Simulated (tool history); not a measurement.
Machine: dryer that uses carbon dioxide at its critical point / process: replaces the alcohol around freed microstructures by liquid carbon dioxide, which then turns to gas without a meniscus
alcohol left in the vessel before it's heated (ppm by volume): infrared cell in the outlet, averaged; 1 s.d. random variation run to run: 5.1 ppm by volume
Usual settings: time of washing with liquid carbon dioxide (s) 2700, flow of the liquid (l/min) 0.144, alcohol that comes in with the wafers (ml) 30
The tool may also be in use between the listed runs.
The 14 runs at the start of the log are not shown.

| run | hour | time of washing with liquid carbon dioxide (s) | flow of the liquid (l/min) | alcohol that comes in with the wafers (ml) | hours of work since the filter was changed | hours of work since the purifier's bed was changed | alcohol left in the vessel before it's heated (ppm by volume) |
|---|---|---|---|---|---|---|---|
| 15 | 686.5 | 2700 | 0.104 | 32 | 89 | 614 | 515 |
| 16 | 718.9 | 2700 | 0.104 | 32 | 113 | 638 | 557 |
| 17 | 758.2 | 2700 | 0.104 | 32 | 143 | 668 | 580 |
| 18 | 815.6 | 2700 | 0.104 | 32 | 186 | 711 | 611 |
| 19 | 845.0 | 2700 | 0.104 | 32 | 208 | 733 | 671 |
| 20 | 908.5 | 4200 | 0.144 | 76 | 256 | 781 | 263 |
|  | 947.4 | purifier's bed changed |
| 21 | 947.4 | 4200 | 0.144 | 76 | 282 | 0 | 13 |
| 22 | 999.6 | 2160 | 0.106 | 102 | 322 | 39 | 3543 |
|  | 1048.3 | inlet filter changed |
| 23 | 1060.9 | 2160 | 0.234 | 84 | 10 | 84 | 50 |
| 24 | 1089.6 | 2160 | 0.234 | 84 | 31 | 106 | 62 |
| 25 | 1156.2 | 2700 | 0.186 | 75 | 81 | 156 | 78 |
| 26 | 1223.4 | 2700 | 0.135 | 75 | 131 | 206 | 306 |
| 27 | 1253.8 | 4080 | 0.135 | 75 | 154 | 229 | 98 |
| 28 | 1316.7 | 2700 | 0.188 | 43 | 201 | 276 | 111 |
| 29 | 1376.8 | 2700 | 0.144 | 20 | 246 | 321 | 167 |
| 30 | 1411.7 | 2700 | 0.162 | 27 | 273 | 347 | 154 |
| 31 | 1452.2 | 2700 | 0.144 | 26 | 303 | 378 | 217 |
| 32 | 1498.1 | 2700 | 0.144 | 26 | 337 | 412 | 218 |
|  | 1528.0 | inlet filter changed |
| 33 | 1531.6 | 2700 | 0.144 | 26 | 3 | 437 | 186 |
| 34 | 1561.7 | 2700 | 0.144 | 26 | 25 | 459 | 191 |
| 35 | 1595.8 | 1680 | 0.216 | 26 | 51 | 485 | 243 |
| 36 | 1649.1 | 3060 | 0.224 | 26 | 91 | 525 | 183 |
| 37 | 1707.5 | 3000 | 0.144 | 107 | 135 | 569 | 314 |
| 38 | 1760.4 | 2760 | 0.144 | 107 | 174 | 608 | 415 |

5 options for the next run, each taken on its own from the tool as it stands now. Forecast them:
| A | 1827.7 | 2940 | 0.111 | 43 | 225 | 659 | ? |
| B | 1827.7 | 3240 | 0.121 | 65 | 225 | 659 | ? |
| C | 1827.7 | 3120 | 0.099 | 28 | 225 | 659 | ? |
| D | 1827.7 | 2100 | 0.144 | 107 | 225 | 659 | ? |
| E | 1827.7 | 1920 | 0.144 | 88 | 225 | 659 | ? |

| run | alcohol left in the vessel before it's heated (ppm by volume) |
|---|---|
| A | 508 |
| B | 379 |
| C | 467 |
| D | 1304 |
| E | 1504 |
The same runs, with their run-to-run variation unchanged, on a tool lacking any hidden condition would have given:
| run | alcohol left in the vessel before it's heated (ppm by volume) |
|---|---|
| A | 187 |
| B | 89 |
| C | 163 |
| D | 705 |
| E | 866 |
